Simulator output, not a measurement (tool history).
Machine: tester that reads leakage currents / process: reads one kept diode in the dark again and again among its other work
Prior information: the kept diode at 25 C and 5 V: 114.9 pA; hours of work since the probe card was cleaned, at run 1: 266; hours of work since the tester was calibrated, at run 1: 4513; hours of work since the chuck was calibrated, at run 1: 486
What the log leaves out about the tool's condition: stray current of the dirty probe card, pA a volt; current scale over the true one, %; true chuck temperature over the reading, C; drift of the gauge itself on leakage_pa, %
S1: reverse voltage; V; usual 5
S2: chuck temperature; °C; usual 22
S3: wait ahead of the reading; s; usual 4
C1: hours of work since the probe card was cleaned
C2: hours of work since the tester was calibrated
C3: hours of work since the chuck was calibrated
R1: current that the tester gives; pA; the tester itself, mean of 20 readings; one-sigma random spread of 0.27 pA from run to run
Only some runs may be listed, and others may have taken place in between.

run    hour     S1  S2    S3    C1    C2    C3       R1
  1       0      5  22     4   266  4513   486    92.22
  2   123.8      5  22  1.66   329  4576   549    94.19
  3   270.3      5  22     4   404  4651   624    94.41
  4   468.8      5  22     4   505  4752   725    95.49
  5   573.2      5  22     4   558  4805   778    96.29
  6   701.4      5  22     4   623  4870   843    97.15
  7   914.8      5  22     4   732  4979   952    98.48
  8  1047.7  11.87  22     4   800  5047  1020   142.69
     1235.7  -- tester calibrated
  9  1270.6      5  22     4   912    18  1132    98.22
 10  1468.9      5  22  0.89  1013   119  1233   101.69
 11  1630.4      5  22  0.89  1096   201  1316   102.52
 12  1765.8      5  24     4  1165   270  1385   120.84
 13  2002.7      5  49     4  1285   391  1505  1021.61
 14  2253.2      5  22     4  1413   518  1633   105.05
     2369.5  -- probe card cleaned and baked
 15  2507.1      5  22     4    70   646  1761    97.84
     2552.8  -- chuck's temperature calibrated
 16  2683.6      5  22     4   159   735    67    88.34
 17    2815   2.51  22     4   226   802   134    68.27
 18    2945   1.17  22     4   292   868   200     51.6
 19  3160.9   1.15  34     4   402   978   310    155.8
 20  3343.6   8.83  26  0.35   495  1071   403   174.96
 21  3517.2   8.83  26  0.35   584  1159   491   176.83
 22  3638.4  17.33  35  6.89   645  1221   553   485.55
 23  3880.7   2.03  30  0.36   769  1345   676   140.77
 24  4074.4   2.03  30  0.36   867  1443   775   142.16
 25  4223.1  13.31  30  0.57   943  1519   851   303.81
 26  4454.8   2.96  22  3.31  1061  1637   969    80.46
 27  4621.6  14.54  44  0.39  1146  1722  1054  1023.58
 28  4782.9    2.3  47  3.86  1228  1804  1136   636.49
 29  4954.5   2.99  50  1.07  1316  1891  1223   897.86
 30  5124.8   2.99  42  0.45  1402  1978  1310   480.31
     5265.1  -- probe card cleaned and baked
 31  5315.2      5  30     4    26  2074  1405   201.07
 32    5483   5.04  39     4   111  2159  1491   448.32
 33  5632.8    3.1  27  2.38   187  2235  1567   130.05
 34  5785.6    1.3  25  0.93   265  2313  1645    79.22
 35  6007.3   8.95  25  2.76   378  2426  1758   167.85

Here are 5 independent what-if runs from the current tool condition. What would each one return?
       6073  -- chuck's temperature calibrated
  A  6115.5  16.58  25  2.76  432  2480  22   ?
       6073  -- chuck's temperature calibrated
  B  6115.5   8.95  25  0.34  432  2480  22   ?
       6073  -- chuck's temperature calibrated
  C  6115.5   8.95  56  0.35  432  2480  22   ?
       6073  -- chuck's temperature calibrated
  D  6115.5   8.91  25  2.76  432  2480  22   ?
       6073  -- chuck's temperature calibrated
  E  6115.5   8.95  25  1.45  432  2480  22   ?

run       R1
  A   192.85
  B   158.07
  C  2037.06
  D   149.97
  E   150.86
Had the tool no hidden state, the same runs would have come out as:
run       R1
  A    182.6
  B   152.34
  C  2022.78
  D   144.35
  E   145.22
